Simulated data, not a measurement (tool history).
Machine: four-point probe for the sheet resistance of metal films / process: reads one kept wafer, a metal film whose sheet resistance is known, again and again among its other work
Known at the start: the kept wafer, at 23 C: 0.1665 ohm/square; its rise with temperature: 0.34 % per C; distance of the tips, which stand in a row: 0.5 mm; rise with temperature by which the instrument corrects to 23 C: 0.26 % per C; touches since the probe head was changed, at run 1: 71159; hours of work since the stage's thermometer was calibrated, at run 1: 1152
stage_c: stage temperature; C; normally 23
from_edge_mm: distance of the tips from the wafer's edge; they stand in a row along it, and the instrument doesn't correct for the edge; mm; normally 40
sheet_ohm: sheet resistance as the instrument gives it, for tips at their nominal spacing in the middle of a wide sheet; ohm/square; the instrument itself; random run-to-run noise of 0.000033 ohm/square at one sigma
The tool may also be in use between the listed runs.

run	hour	stage_c	from_edge_mm	touches since the probe head was changed	hours of work since the stage's thermometer was calibrated	sheet_ohm
1	0	23	40	71159	1152	0.164828
2	42.2	27	40	72848	1171	0.165383
3	89.2	23	40	74731	1192	0.164817
4	143.3	23	40	76898	1216	0.16481
5	205.2	23	40	79376	1243	0.164781
6	251.2	23	40	81217	1264	0.164728
7	286.3	23	40	82623	1279	0.164804
8	328.8	23	40	84323	1298	0.16479
9	358.7	23	73	85519	1312	0.164728
10	391.2	23	40	86822	1326	0.164713
11	430.3	23	40	88387	1344	0.16478
12	490.6	23	40	90803	1371	0.16473
# hour 494.8: stage's thermometer calibrated
13	539.9	21	40	92756	20	0.164589
14	601.5	21	40	95223	48	0.16457
15	639.4	23	40	96742	65	0.164888
16	689.2	23	40	98733	87	0.164877
17	743.4	23	27	100903	111	0.164892
# hour 764.8: stage's thermometer calibrated, once more
18	782.2	23	40	102436	8	0.164436
19	823.4	21	40	104087	26	0.16412
20	868.6	23	40	105899	46	0.164382
21	905.3	35	4	107366	63	0.167414
22	967.1	32	14	109840	90	0.165761
23	998.6	27	33	111102	104	0.164948
24	1046.4	27	33	113018	126	0.16499
25	1095.8	29	20	114994	148	0.165236
26	1155.9	29	20	117399	174	0.165209
27	1187.8	19	6	118676	189	0.164474
28	1236.4	19	6	120622	210	0.164358
29	1280.7	25	3	122396	230	0.167086
30	1331.1	27	7	124413	252	0.165297
31	1375.6	23	20	126195	272	0.164354
32	1417.8	23	11	127888	291	0.164483
33	1446.5	32	7	129037	304	0.165899
34	1491	26	35	130816	324	0.164765
35	1536.7	28	14	132648	344	0.165058
36	1591.6	24	54	134846	369	0.164503
37	1630	32	40	136384	386	0.16549
38	1669	24	40	137943	403	0.164434
39	1717.6	24	21	139889	425	0.164433

Below are 5 alternative next runs, each starting from the tool's condition after run 39. Predict each:
A	1757.3	19	8	141482	443	?
B	1757.3	23	15	141482	443	?
C	1757.3	29	5	141482	443	?
D	1757.3	27	10	141482	443	?
E	1757.3	20	16	141482	443	?

run	sheet_ohm
A	0.164005
B	0.164377
C	0.165947
D	0.164989
E	0.163907
With the hidden condition removed and each run's random variation left untouched, the same runs would have given:
run	sheet_ohm
A	0.166273
B	0.166651
C	0.168244
D	0.167274
E	0.166174

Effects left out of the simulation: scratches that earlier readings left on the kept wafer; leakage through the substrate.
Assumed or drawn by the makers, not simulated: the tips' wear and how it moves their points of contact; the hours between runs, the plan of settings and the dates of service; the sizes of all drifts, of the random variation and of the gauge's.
